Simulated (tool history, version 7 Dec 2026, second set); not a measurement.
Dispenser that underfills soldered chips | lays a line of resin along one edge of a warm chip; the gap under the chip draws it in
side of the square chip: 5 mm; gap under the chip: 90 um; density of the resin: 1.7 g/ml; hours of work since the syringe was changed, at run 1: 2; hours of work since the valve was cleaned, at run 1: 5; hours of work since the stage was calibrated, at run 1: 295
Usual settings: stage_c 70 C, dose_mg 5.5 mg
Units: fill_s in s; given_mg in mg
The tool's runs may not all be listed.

run   hour  stage_c  dose_mg  hours of work since the syringe was changed  hours of work since the valve was cleaned  hours of work since the stage was calibrated  fill_s  given_mg
  1      0       70      5.5                                            2                                          5                                           295      25       5.5
  2    6.8       67      5.5                                            7                                         10                                           300    38.5      5.45
      11.4  -- new syringe of resin
  3   16.4       67      5.5                                            4                                         17                                           307    30.6      5.41
      25.4  -- new syringe of resin
  4   26.4       75      5.5                                            1                                         24                                           314    18.9      5.43
  5   33.4       75      5.5                                            6                                         30                                           319    26.4      5.39
      39.8  -- new syringe of resin
  6   41.6       75      5.5                                            1                                         36                                           325    19.2      5.33
      45.1  -- stage's temperature calibrated
  7     49       75      5.5                                            6                                         41                                             3    26.7      5.33
      55.1  -- new syringe of resin
  8     56       75      5.5                                            1                                         46                                             8    17.9      5.36
  9   63.6       75      5.5                                            6                                         51                                            14    26.6      5.24
      69.2  -- new syringe of resin
 10     74       75      5.5                                            4                                         59                                            21    22.3       5.2
      77.5  -- dispensing valve cleaned and set on the balance
 11   79.5       75      5.5                                            7                                          1                                            25    27.2      5.41
      84.7  -- new syringe of resin
 12   86.7       75      5.5                                            2                                          7                                            30    19.9      5.49
 13   91.3       70     5.96                                            5                                         10                                            34    27.2       5.9
      99.3  -- new syringe of resin
 14   99.8       70     5.96                                            0                                         16                                            40      20      5.94
 15  104.1       70     5.96                                            4                                         20                                            43    25.4      5.82
     113.6  -- new syringe of resin
 16  114.4       77     6.33                                            1                                         27                                            51    16.7      6.15
 17  120.8       84     5.69                                            5                                         32                                            55    19.5      5.47
 18  125.8       84     6.65                                            9                                         36                                            59    23.6       6.4
     127.6  -- new syringe of resin
 19  130.8       65     4.94                                            2                                         39                                            63    29.8      4.72
 20  136.4       71     4.85                                            7                                         44                                            67    31.5      4.68
       142  -- new syringe of resin
 21  146.7       58      5.5                                            4                                         51                                            75    39.5      5.26
 22    155       65     6.52                                           10                                         58                                            81    45.6      6.09
     156.5  -- new syringe of resin
     160.8  -- dispensing valve cleaned and set on the balance
 23  162.3       80     7.19                                            4                                          1                                            86    17.7       7.1
 24  169.6       80     4.76                                            9                                          7                                            91    28.6      4.72
     171.5  -- new syringe of resin
 25  174.6       80     4.76                                            2                                         10                                            95    17.7      4.67
 26  183.9       70     5.43                                            9                                         17                                           102    38.7      5.25
     185.6  -- new syringe of resin
 27  192.7       70     5.43                                            5                                         24                                           108    29.2      5.27
     199.7  -- new syringe of resin
 28  203.1       66     5.93                                            3                                         31                                           116    27.8      5.74
 29  211.8       70     6.58                                            9                                         38                                           122    37.1      6.38

The same runs without the tool's hidden state, with the same run-to-run variation:
The hidden state here: resin's viscosity, % of fresh resin's; dose that the valve gives, % of what is set; true chip temperature over the reading, C; drift of the gauge itself on fill_s, %; drift of the gauge itself on given_mg, %.
run  fill_s  given_mg
  1    20.9      5.49
  2    22.6      5.47
  3    22.9      5.47
  4    17.2      5.53
  5    16.7      5.51
  6    16.8      5.49
  7    17.6       5.5
  8    17.2      5.56
  9    17.5      5.47
 10    17.4      5.47
 11    17.2      5.42
 12    18.1      5.53
 13    19.5      5.96
 14    19.6      6.03
 15    20.1      5.93
 16    15.9      6.31
 17    13.6      5.65
 18    12.6      6.62
 19    25.2      4.91
 20    19.8      4.88
 21    30.9      5.52
 22    23.4      6.44
 23    13.8      7.11
 24    15.6      4.75
 25      15      4.72
 26    20.4      5.34
 27    20.4      5.39
 28      23      5.92
 29    19.8      6.62

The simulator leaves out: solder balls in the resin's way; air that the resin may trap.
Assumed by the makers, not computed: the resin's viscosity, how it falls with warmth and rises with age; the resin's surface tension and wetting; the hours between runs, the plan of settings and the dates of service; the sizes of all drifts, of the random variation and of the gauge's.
